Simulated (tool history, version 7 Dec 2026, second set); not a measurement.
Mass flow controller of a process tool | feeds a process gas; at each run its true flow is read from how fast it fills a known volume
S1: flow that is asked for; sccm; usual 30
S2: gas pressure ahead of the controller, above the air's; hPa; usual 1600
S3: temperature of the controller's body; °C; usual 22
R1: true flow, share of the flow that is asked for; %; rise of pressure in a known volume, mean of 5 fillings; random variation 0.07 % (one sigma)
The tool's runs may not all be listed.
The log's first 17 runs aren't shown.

| run | hour | S1 | S2 | S3 | R1 |
|---|---|---|---|---|---|
|  | 2320.8 | controller's zero set anew |
| 18 | 2432.2 | 19 | 1600 | 22 | 97.98 |
| 19 | 2566.0 | 19 | 1600 | 22 | 97.87 |
| 20 | 2763.6 | 30 | 1600 | 22 | 98.79 |
| 21 | 2873.1 | 30 | 1600 | 22 | 98.77 |
| 22 | 2996.7 | 30 | 1600 | 25 | 98.55 |
| 23 | 3170.0 | 30 | 1600 | 25 | 98.41 |
| 24 | 3365.4 | 30 | 1600 | 25 | 98.54 |
| 25 | 3487.9 | 30 | 1600 | 25 | 98.40 |
| 26 | 3597.0 | 30 | 1600 | 25 | 98.51 |
| 27 | 3779.2 | 10 | 2450 | 39 | 96.40 |
| 28 | 3953.4 | 10 | 1910 | 38 | 96.34 |
| 29 | 4162.2 | 10 | 1910 | 26 | 97.38 |
| 30 | 4352.9 | 10 | 2590 | 32 | 97.06 |
| 31 | 4511.7 | 10 | 2590 | 32 | 96.97 |
| 32 | 4624.2 | 10 | 2590 | 32 | 97.03 |
| 33 | 4765.2 | 30 | 2730 | 22 | 99.13 |
| 34 | 4863.6 | 30 | 2730 | 22 | 99.06 |
| 35 | 5040.0 | 9 | 2730 | 26 | 97.32 |

Forecast run 36:
| 36 | 5223.1 | 6 | 2700 | 34 | ? |

{"run 36": {"R1": 96.58}}
Without the tool's hidden state the same run would have given R1 96.61 %.

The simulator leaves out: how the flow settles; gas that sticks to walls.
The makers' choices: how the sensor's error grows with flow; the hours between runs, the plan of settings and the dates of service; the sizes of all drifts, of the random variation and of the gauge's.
